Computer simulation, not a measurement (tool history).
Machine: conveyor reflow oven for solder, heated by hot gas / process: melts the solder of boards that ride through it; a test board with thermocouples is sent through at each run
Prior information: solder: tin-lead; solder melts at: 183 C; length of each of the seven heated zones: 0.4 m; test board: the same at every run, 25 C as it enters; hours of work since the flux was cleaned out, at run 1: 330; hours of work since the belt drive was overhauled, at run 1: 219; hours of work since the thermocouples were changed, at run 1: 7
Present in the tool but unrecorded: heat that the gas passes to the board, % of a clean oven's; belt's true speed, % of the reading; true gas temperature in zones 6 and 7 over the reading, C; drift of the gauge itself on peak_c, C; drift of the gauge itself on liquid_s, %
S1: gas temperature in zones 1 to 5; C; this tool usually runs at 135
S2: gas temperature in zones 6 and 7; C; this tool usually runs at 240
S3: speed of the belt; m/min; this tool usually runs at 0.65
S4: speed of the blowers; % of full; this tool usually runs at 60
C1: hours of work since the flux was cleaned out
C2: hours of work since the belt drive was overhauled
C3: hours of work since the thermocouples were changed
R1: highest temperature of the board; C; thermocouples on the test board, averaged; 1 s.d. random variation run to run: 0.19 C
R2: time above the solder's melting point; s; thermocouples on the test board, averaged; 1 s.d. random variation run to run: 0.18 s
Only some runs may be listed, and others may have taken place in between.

Run 1, day 0: usual settings; C1 330; C2 219; C3 7. Result: R1 210.7 C, R2 46.5 s.
Run 2, day 0.379: usual settings but S4 55 % of full; C1 336; C2 226; C3 13. Result: R1 207.9 C, R2 43.4 s.
Run 3, day 0.671: usual settings but S4 55 % of full; C1 341; C2 231; C3 18. Result: R1 207.8 C, R2 43.2 s.
Run 4, day 1.138: usual settings but S4 55 % of full; C1 349; C2 238; C3 26. Result: R1 208.1 C, R2 43.3 s.
Run 5, day 1.712: usual settings; C1 358; C2 248; C3 35. Result: R1 210.3 C, R2 46.5 s.
Run 6, day 2.033: usual settings; C1 364; C2 253; C3 41. Result: R1 210.5 C, R2 46.1 s.
Run 7, day 2.554: usual settings; C1 372; C2 262; C3 49. Result: R1 210.5 C, R2 46.2 s.
Run 8, day 2.925: usual settings; C1 378; C2 268; C3 56. Result: R1 210.2 C, R2 46 s.
Run 9, day 3.192: usual settings; C1 383; C2 273; C3 60. Result: R1 210.1 C, R2 46.2 s.
Run 10, day 3.679: usual settings but S2 250 C; C1 391; C2 281; C3 68. Result: R1 218 C, R2 53.3 s.
Run 11, day 4.025: usual settings but S2 250 C; C1 397; C2 287; C3 74. Result: R1 217.9 C, R2 53.5 s.
At day 4.242: belt drive overhauled, speed set with a stopwatch.
Run 12, day 4.742: usual settings but S2 250 C; C1 406; C2 8; C3 83. Result: R1 217.9 C, R2 53.3 s.
At day 5.379: flux residue cleaned out of gas plates and filters.
Run 13, day 5.379: usual settings but S2 250 C, S4 89 % of full; C1 0; C2 16; C3 90. Result: R1 233.4 C, R2 64.5 s.
At day 5.683: belt drive overhauled, speed set with a stopwatch, once more.
Run 14, day 6.067: usual settings; C1 9; C2 6; C3 99. Result: R1 213.2 C, R2 49.7 s.
Run 15, day 6.446: usual settings; C1 15; C2 13; C3 105. Result: R1 213.6 C, R2 49.6 s.
Run 16, day 6.871: usual settings; C1 22; C2 20; C3 112. Result: R1 213.3 C, R2 49.9 s.
Run 17, day 7.433: usual settings but S1 132 C, S2 243 C; C1 32; C2 29; C3 122. Result: R1 214.9 C, R2 49.8 s.
Run 18, day 8.017: usual settings but S3 0.753 m/min; C1 41; C2 39; C3 132. Result: R1 206.7 C, R2 36 s.
Run 19, day 8.625: usual settings but S2 250 C, S4 57 % of full; C1 51; C2 49; C3 142. Result: R1 219.8 C, R2 54.6 s.
Run 20, day 8.988: usual settings but S1 132 C, S3 0.547 m/min, S4 82 % of full; C1 57; C2 55; C3 148. Result: R1 227.2 C, R2 71.7 s.
Run 21, day 9.562: usual settings but S1 132 C, S3 0.547 m/min, S4 61 % of full; C1 67; C2 65; C3 157. Result: R1 219.7 C, R2 65 s.
Run 22, day 10.1: usual settings but S2 252 C, S3 0.702 m/min, S4 66 % of full; C1 76; C2 74; C3 166. Result: R1 222.3 C, R2 52.4 s.
Run 23, day 10.683: usual settings but S2 239 C, S3 0.557 m/min, S4 69 % of full; C1 86; C2 83; C3 176. Result: R1 221.6 C, R2 67.1 s.
Run 24, day 11.288: usual settings but S1 123 C, S2 232 C, S3 0.557 m/min, S4 69 % of full; C1 96; C2 94; C3 186. Result: R1 213.6 C, R2 55.6 s.
Run 25, day 11.775: usual settings but S1 140 C, S2 245 C, S3 0.735 m/min, S4 56 % of full; C1 104; C2 102; C3 194. Result: R1 210.1 C, R2 41.2 s.
Run 26, day 12.375: usual settings but S1 137 C, S2 247 C, S3 0.74 m/min, S4 56 % of full; C1 114; C2 112; C3 204. Result: R1 209.7 C, R2 40.4 s.
Run 27, day 12.738: usual settings but S1 137 C, S2 247 C, S3 0.74 m/min, S4 56 % of full; C1 120; C2 118; C3 210. Result: R1 210.2 C, R2 40.2 s.
Run 28, day 13.054: usual settings but S1 137 C, S2 247 C, S3 0.74 m/min, S4 56 % of full; C1 125; C2 123; C3 216. Result: R1 209.9 C, R2 40.4 s.
Run 29, day 13.612: usual settings but S1 137 C, S2 247 C, S3 0.74 m/min, S4 56 % of full; C1 135; C2 132; C3 225. Result: R1 210.1 C, R2 40.2 s.
Run 30, day 13.967: usual settings but S1 137 C, S2 247 C, S3 0.74 m/min, S4 56 % of full; C1 141; C2 138; C3 231. Result: R1 210 C, R2 40.1 s.
Run 31, day 14.283: usual settings but S1 137 C, S2 247 C, S3 0.74 m/min, S4 56 % of full; C1 146; C2 144; C3 236. Result: R1 209.8 C, R2 39.9 s.

Here are 3 independent what-if runs from the current tool condition. What would each one return?
Run A, day 14.642: usual settings but S1 137 C, S2 244 C, S3 0.571 m/min, S4 85 % of full; C1 152; C2 149; C3 242. Result: R1 ?, R2 ?.
Run B, day 14.642: usual settings but S1 137 C, S2 233 C, S3 0.74 m/min, S4 59 % of full; C1 152; C2 149; C3 242. Result: R1 ?, R2 ?.
Run C, day 14.642: usual settings but S1 137 C, S2 253 C, S3 0.74 m/min, S4 56 % of full; C1 152; C2 149; C3 242. Result: R1 ?, R2 ?.

run     R1    R2
  A  230.2  72.4
  B  201.4  31.6
  C  214.5  43.9
With no hidden state in the tool, these same runs would have given:
run     R1    R2
  A    231  72.8
  B  202.4    33
  C  215.6  44.8

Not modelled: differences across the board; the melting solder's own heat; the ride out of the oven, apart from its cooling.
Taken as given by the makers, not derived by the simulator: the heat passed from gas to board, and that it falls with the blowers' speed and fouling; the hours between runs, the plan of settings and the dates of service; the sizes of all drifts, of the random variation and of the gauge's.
